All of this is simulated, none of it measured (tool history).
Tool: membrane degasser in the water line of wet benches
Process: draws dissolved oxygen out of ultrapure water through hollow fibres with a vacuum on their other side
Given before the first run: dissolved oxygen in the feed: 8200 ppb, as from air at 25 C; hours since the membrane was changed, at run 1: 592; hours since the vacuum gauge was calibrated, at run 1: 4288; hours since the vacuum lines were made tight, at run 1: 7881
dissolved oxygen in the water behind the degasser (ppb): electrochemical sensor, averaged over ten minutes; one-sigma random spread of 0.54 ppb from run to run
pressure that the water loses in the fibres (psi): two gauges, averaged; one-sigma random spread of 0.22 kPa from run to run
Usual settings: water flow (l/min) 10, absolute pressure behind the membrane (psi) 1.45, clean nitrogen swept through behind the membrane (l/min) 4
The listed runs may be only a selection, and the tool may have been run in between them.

run	hour	water flow (l/min)	absolute pressure behind the membrane (psi)	clean nitrogen swept through behind the membrane (l/min)	hours since the membrane was changed	hours since the vacuum gauge was calibrated	hours since the vacuum lines were made tight	dissolved oxygen in the water behind the degasser (ppb)	pressure that the water loses in the fibres (psi)
1	0	10	1.45	4	592	4288	7881	46.5	7.848
2	123.9	10	0.96	4	716	4412	8005	25.1	7.807
3	261	10	0.96	4	853	4549	8142	25	7.826
4	352.2	10	0.96	4	944	4641	8233	24.8	7.868
5	463.7	10	1.45	4	1056	4752	8345	47.9	7.775
6	631.2	10	1.45	4	1224	4920	8513	48.6	7.807
7	813.7	10	1.45	4	1406	5102	8695	47.7	7.871
8	925.4	10	1.45	4	1518	5214	8807	48	7.806
9	1099.6	10	1.45	4	1692	5388	8981	47.6	7.831
10	1229.5	10	1.45	9.06	1822	5518	9111	23.3	7.836
11	1403.5	10	1.45	9.06	1996	5692	9285	23.8	7.87
12	1596.7	10	1.45	9.06	2189	5885	9478	23.3	7.873
13	1784.2	10	1.58	4	2376	6073	9666	52.6	7.854
14	1899.8	10	1.58	4	2492	6188	9781	54.4	7.884
15	2086	10	1.58	4	2678	6374	9967	53.4	7.881
16	2210.1	10	2.02	2.21	2802	6498	10091	125.4	7.91
# hour 2296.2: vacuum gauge calibrated
17	2336.3	10	2.02	2.21	2928	40	10217	124.6	7.838
18	2458	11	2.02	2.21	3050	162	10339	139.4	8.714
19	2645	11	1.17	4.96	3237	349	10526	33.9	8.666
20	2770.5	6	1.03	2.39	3362	474	10651	26.2	4.77
21	2902.8	10	1.75	4	3495	607	10784	61.9	7.913
22	3079.5	6	0.87	8.42	3671	783	10960	5.4	4.757

What will run 23 give?
23	3163.3	6	0.87	8.42	3755	867	11044	?	?

{"run 23": {"dissolved oxygen in the water behind the degasser (ppb)": 5.4, "pressure that the water loses in the fibres (psi)": 4.76}}
With the hidden condition absent and the run-to-run variation left alone, this run would have shown dissolved oxygen in the water behind the degasser (ppb) 4.9, pressure that the water loses in the fibres (psi) 4.686.

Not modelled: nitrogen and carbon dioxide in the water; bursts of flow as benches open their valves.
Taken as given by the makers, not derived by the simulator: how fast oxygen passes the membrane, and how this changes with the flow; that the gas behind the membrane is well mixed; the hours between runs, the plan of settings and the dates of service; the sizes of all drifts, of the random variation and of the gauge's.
